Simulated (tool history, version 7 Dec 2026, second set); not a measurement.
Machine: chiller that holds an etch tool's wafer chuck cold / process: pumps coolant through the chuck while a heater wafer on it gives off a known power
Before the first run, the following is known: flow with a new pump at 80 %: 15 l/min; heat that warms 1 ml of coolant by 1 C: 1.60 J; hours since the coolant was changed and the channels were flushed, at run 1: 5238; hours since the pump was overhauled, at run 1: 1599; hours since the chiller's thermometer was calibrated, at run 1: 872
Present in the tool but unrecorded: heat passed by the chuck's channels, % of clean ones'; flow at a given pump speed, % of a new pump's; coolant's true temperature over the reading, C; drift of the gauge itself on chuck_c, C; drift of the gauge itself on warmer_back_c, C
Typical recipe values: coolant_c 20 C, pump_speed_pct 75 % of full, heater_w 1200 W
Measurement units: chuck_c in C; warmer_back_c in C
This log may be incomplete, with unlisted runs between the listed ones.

run	hour	coolant_c	pump_speed_pct	heater_w	hours since the coolant was changed and the channels were flushed	hours since the pump was overhauled	hours since the chiller's thermometer was calibrated	chuck_c	warmer_back_c
1	0.0	20	75	1200	5238	1599	872	30.0	3.32
2	63.1	20	75	1200	5302	1662	935	30.2	3.34
3	114.7	20	75	1200	5353	1713	986	30.3	3.33
# hour 164.8: coolant changed, channels flushed
4	189.7	20	75	1200	25	1782	1055	28.6	3.31
5	268.4	20	75	1200	104	1861	1134	28.8	3.37
6	323.9	20	75	1200	159	1917	1189	28.8	3.43
7	395.5	20	75	1200	231	1988	1261	28.7	3.39
8	465.8	20	75	1200	301	2058	1331	28.6	3.39
9	536.2	20	75	1200	371	2129	1402	28.7	3.37
10	604.7	20	78	1200	440	2197	1470	28.6	3.24
11	679.4	20	78	1200	515	2272	1545	28.6	3.30
12	715.9	12	78	1200	551	2308	1581	20.6	3.29
13	796.5	20	75	1747	632	2389	1662	33.0	4.90
14	850.8	20	75	1747	686	2443	1716	32.8	4.98
15	909.4	20	77	1200	745	2502	1775	28.6	3.33
16	947.5	20	77	1200	783	2540	1813	28.8	3.31
17	1015.8	20	77	1200	851	2608	1881	28.7	3.34
# hour 1024.4: chiller's thermometer calibrated
18	1072.4	20	72	1757	907	2664	48	33.3	5.25
19	1146.6	13	72	638	981	2738	122	17.7	1.96
20	1201.2	13	98	1519	1035	2793	177	22.3	3.38
21	1248.3	20	92	824	1082	2840	224	25.1	1.91
22	1295.8	20	75	1108	1130	2887	271	28.1	3.17
# hour 1322.2: chiller's thermometer calibrated, once more
23	1338.6	26	97	619	1172	2929	16	30.0	1.42
24	1411.9	30	89	1200	1245	3003	90	38.1	2.92
25	1491.8	30	89	1200	1325	3082	170	38.5	2.90
26	1568.5	30	89	1200	1402	3159	246	38.2	2.90
27	1605.6	11	75	1469	1439	3196	283	22.4	4.22
28	1674.0	11	66	670	1507	3265	352	16.6	2.14
29	1748.2	21	73	827	1581	3339	426	27.6	2.45
30	1804.3	19	72	827	1638	3395	482	25.5	2.50
31	1870.3	20	62	1200	1704	3461	548	30.4	4.16

Measured result minus the same run's result without the hidden state. Both carry the same run-to-run variation, though not necessarily the same gauge scatter:
run	chuck_c	warmer_back_c
1	+1.5	+0.13
2	+1.6	+0.14
3	+1.6	+0.15
4	+0.2	+0.14
5	+0.2	+0.16
6	+0.2	+0.16
7	+0.2	+0.16
8	+0.2	+0.17
9	+0.2	+0.17
10	+0.2	+0.17
11	+0.2	+0.18
12	+0.3	+0.18
13	+0.5	+0.28
14	+0.5	+0.30
15	+0.3	+0.20
16	+0.3	+0.20
17	+0.3	+0.21
18	+0.5	+0.33
19	+0.0	+0.13
20	+0.2	+0.22
21	-0.1	+0.13
22	+0.2	+0.22
23	+0.3	+0.09
24	+0.7	+0.21
25	+0.7	+0.21
26	+0.7	+0.22
27	+1.0	+0.32
28	+0.4	+0.17
29	+0.6	+0.19
30	+0.5	+0.21
31	+0.9	+0.34
